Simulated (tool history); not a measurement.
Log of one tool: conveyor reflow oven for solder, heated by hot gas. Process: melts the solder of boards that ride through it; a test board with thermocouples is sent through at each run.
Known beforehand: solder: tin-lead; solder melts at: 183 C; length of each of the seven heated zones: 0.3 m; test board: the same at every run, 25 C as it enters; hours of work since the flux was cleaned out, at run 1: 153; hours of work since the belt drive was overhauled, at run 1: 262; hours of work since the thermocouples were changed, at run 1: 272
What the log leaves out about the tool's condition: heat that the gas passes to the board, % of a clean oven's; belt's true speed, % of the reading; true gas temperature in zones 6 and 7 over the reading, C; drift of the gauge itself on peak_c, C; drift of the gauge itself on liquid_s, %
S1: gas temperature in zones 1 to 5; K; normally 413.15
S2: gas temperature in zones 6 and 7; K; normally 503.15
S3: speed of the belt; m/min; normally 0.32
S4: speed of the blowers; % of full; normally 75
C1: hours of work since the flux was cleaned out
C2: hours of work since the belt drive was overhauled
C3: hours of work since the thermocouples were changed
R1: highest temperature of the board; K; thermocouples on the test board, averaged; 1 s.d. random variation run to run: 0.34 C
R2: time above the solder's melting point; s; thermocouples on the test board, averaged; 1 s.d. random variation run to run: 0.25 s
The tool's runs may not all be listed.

run 1 hour=0 | S1=413.15 S2=503.15 S3=0.32 S4=75 | C1=153 C2=262 C3=272 | R1=493.25 R2=91.2
run 2 hour=12 | S1=413.15 S2=503.15 S3=0.32 S4=59 | C1=160 C2=270 C3=280 | R1=489.75 R2=86.2
run 3 hour=21 | S1=417.15 S2=503.15 S3=0.32 S4=75 | C1=166 C2=275 C3=285 | R1=492.95 R2=93.6
run 4 hour=32.9 | S1=413.15 S2=503.15 S3=0.32 S4=75 | C1=173 C2=282 C3=292 | R1=492.95 R2=91.2
run 5 hour=40.2 | S1=413.15 S2=503.15 S3=0.32 S4=75 | C1=177 C2=286 C3=297 | R1=492.85 R2=91.2
run 6 hour=51.1 | S1=413.15 S2=503.15 S3=0.32 S4=67 | C1=184 C2=293 C3=303 | R1=491.65 R2=89
run 7 hour=57.9 | S1=413.15 S2=503.15 S3=0.32 S4=75 | C1=188 C2=297 C3=307 | R1=492.85 R2=91.6
run 8 hour=66.3 | S1=413.15 S2=503.15 S3=0.32 S4=58 | C1=193 C2=302 C3=312 | R1=488.75 R2=85.9
run 9 hour=74.4 | S1=413.15 S2=503.15 S3=0.32 S4=58 | C1=198 C2=307 C3=317 | R1=489.35 R2=85.8
run 10 hour=82.9 | S1=413.15 S2=493.15 S3=0.32 S4=58 | C1=203 C2=312 C3=322 | R1=480.05 R2=74.1
run 11 hour=92 | S1=413.15 S2=493.15 S3=0.36 S4=58 | C1=208 C2=318 C3=328 | R1=477.05 R2=59.1
run 12 hour=106.5 | S1=413.15 S2=493.15 S3=0.36 S4=58 | C1=217 C2=326 C3=336 | R1=476.85 R2=59.1
run 13 hour=114.2 | S1=413.15 S2=503.15 S3=0.32 S4=75 | C1=222 C2=331 C3=341 | R1=492.35 R2=90.2
run 14 hour=127.5 | S1=413.15 S2=503.15 S3=0.32 S4=75 | C1=230 C2=339 C3=349 | R1=492.85 R2=90.8
run 15 hour=139.8 | S1=413.15 S2=503.15 S3=0.32 S4=75 | C1=237 C2=346 C3=356 | R1=492.95 R2=91
run 16 hour=148.4 | S1=413.15 S2=503.15 S3=0.32 S4=75 | C1=242 C2=351 C3=362 | R1=492.15 R2=90.6
run 17 hour=156.1 | S1=413.15 S2=503.15 S3=0.32 S4=75 | C1=247 C2=356 C3=366 | R1=492.75 R2=90.5
run 18 hour=170.6 | S1=413.15 S2=503.15 S3=0.282 S4=50 | C1=256 C2=365 C3=375 | R1=490.25 R2=98.8
run 19 hour=178 | S1=413.15 S2=503.15 S3=0.282 S4=50 | C1=260 C2=369 C3=379 | R1=489.95 R2=99
run 20 hour=193.2 | S1=408.15 S2=503.15 S3=0.296 S4=75 | C1=269 C2=378 C3=389 | R1=493.45 R2=97.2
run 21 hour=204.2 | S1=408.15 S2=503.15 S3=0.347 S4=56 | C1=276 C2=385 C3=395 | R1=484.75 R2=70.1
run 22 hour=216.3 | S1=428.15 S2=503.15 S3=0.271 S4=67 | C1=283 C2=392 C3=402 | R1=495.65 R2=121.3
run 23 hour=227.4 | S1=428.15 S2=503.15 S3=0.271 S4=67 | C1=290 C2=399 C3=409 | R1=495.75 R2=121.2
run 24 hour=242.3 | S1=417.15 S2=503.15 S3=0.306 S4=75 | C1=299 C2=408 C3=418 | R1=493.45 R2=98.6
run 25 hour=250.7 | S1=413.15 S2=503.15 S3=0.32 S4=65 | C1=304 C2=413 C3=423 | R1=490.55 R2=87.4
run 26 hour=263.6 | S1=413.15 S2=503.15 S3=0.32 S4=86 | C1=312 C2=421 C3=431 | R1=494.25 R2=92.7
run 27 hour=277.2 | S1=425.15 S2=503.15 S3=0.263 S4=68 | C1=320 C2=429 C3=439 | R1=496.25 R2=123.3
run 28 hour=289.5 | S1=425.15 S2=503.15 S3=0.263 S4=68 | C1=327 C2=436 C3=446 | R1=496.05 R2=123.1
run 29 hour=298 | S1=425.15 S2=503.15 S3=0.263 S4=68 | C1=332 C2=441 C3=451 | R1=495.75 R2=123
run 30 hour=306.6 | S1=413.15 S2=510.15 S3=0.324 S4=60 | C1=337 C2=447 C3=457 | R1=494.75 R2=90.8

Each row is a separate what-if for the run after 30, all from the same tool condition, not one after another. Results?
-- hour=316.6 flux residue cleaned out of gas plates and filters
run A hour=321.1 | S1=401.15 S2=510.15 S3=0.324 S4=79 | C1=3 C2=452 C3=462 | R1=? R2=?
-- hour=316.6 flux residue cleaned out of gas plates and filters
run B hour=321.1 | S1=409.15 S2=510.15 S3=0.367 S4=60 | C1=3 C2=452 C3=462 | R1=? R2=?
-- hour=316.6 flux residue cleaned out of gas plates and filters
run C hour=321.1 | S1=413.15 S2=505.15 S3=0.32 S4=75 | C1=3 C2=452 C3=462 | R1=? R2=?
-- hour=316.6 flux residue cleaned out of gas plates and filters
run D hour=321.1 | S1=410.15 S2=510.15 S3=0.324 S4=60 | C1=3 C2=452 C3=462 | R1=? R2=?

run=A R1=499.15 R2=90.6
run=B R1=491.95 R2=74.8
run=C R1=495.75 R2=93.4
run=D R1=495.55 R2=90.2
Take away the tool's hidden state, keep each run's random variation, and the runs would have read:
run=A R1=500.25 R2=90.8
run=B R1=492.95 R2=75.2
run=C R1=496.85 R2=93.6
run=D R1=496.65 R2=90.5
